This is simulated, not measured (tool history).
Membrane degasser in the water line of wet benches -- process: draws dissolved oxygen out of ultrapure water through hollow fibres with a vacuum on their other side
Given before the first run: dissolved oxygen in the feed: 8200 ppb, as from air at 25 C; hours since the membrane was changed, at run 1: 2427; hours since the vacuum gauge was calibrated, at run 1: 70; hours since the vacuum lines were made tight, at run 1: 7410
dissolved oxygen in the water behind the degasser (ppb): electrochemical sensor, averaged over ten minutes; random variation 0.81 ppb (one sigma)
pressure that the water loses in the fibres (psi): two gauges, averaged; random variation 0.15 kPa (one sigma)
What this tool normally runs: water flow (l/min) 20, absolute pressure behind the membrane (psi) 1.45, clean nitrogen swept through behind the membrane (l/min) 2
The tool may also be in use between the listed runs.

run,hour,water flow (l/min),absolute pressure behind the membrane (psi),clean nitrogen swept through behind the membrane (l/min),hours since the membrane was changed,hours since the vacuum gauge was calibrated,hours since the vacuum lines were made tight,dissolved oxygen in the water behind the degasser (ppb),pressure that the water loses in the fibres (psi)
1,0,20,1.45,2,2427,70,7410,180.9,6.715
2,61.7,20,1.45,2,2489,132,7471,180.4,6.722
3,120.2,20,1.45,2.57,2547,190,7530,148.7,6.692
4,185.5,20,3,2,2613,256,7595,418.3,6.74
5,255.7,20,3,2,2683,326,7665,413.7,6.691
6,335.8,20,3,2,2763,406,7745,413.7,6.75
7,407.6,20,3,2,2835,478,7817,414.6,6.736
8,472.7,20,3,2,2900,543,7882,414.5,6.701
9,538.4,20,3,2,2966,609,7948,409.1,6.711
10,575.4,20,1.45,2,3003,646,7985,177.8,6.724
11,620,20,1.45,2,3047,690,8030,180,6.752
12,698.4,20,3.09,2.63,3126,769,8108,338.5,6.68
13,750.6,13,3.32,5.45,3178,821,8160,117.2,4.386
14,831.7,29,2.57,2.36,3259,902,8241,465,9.745
15,888.2,29,2.57,2.36,3315,958,8298,463.1,9.768
16,963.9,20,2.63,2.32,3391,1034,8374,314.1,6.714

Run 17 comes next. What will it give?
17,1011.1,20,1.51,1.06,3438,1081,8421,?,?

Run 17 measured dissolved oxygen in the water behind the degasser (ppb) 313.1, pressure that the water loses in the fibres (psi) 6.718.
Without the tool's hidden state the same run would have given dissolved oxygen in the water behind the degasser (ppb) 317.5, pressure that the water loses in the fibres (psi) 6.717.

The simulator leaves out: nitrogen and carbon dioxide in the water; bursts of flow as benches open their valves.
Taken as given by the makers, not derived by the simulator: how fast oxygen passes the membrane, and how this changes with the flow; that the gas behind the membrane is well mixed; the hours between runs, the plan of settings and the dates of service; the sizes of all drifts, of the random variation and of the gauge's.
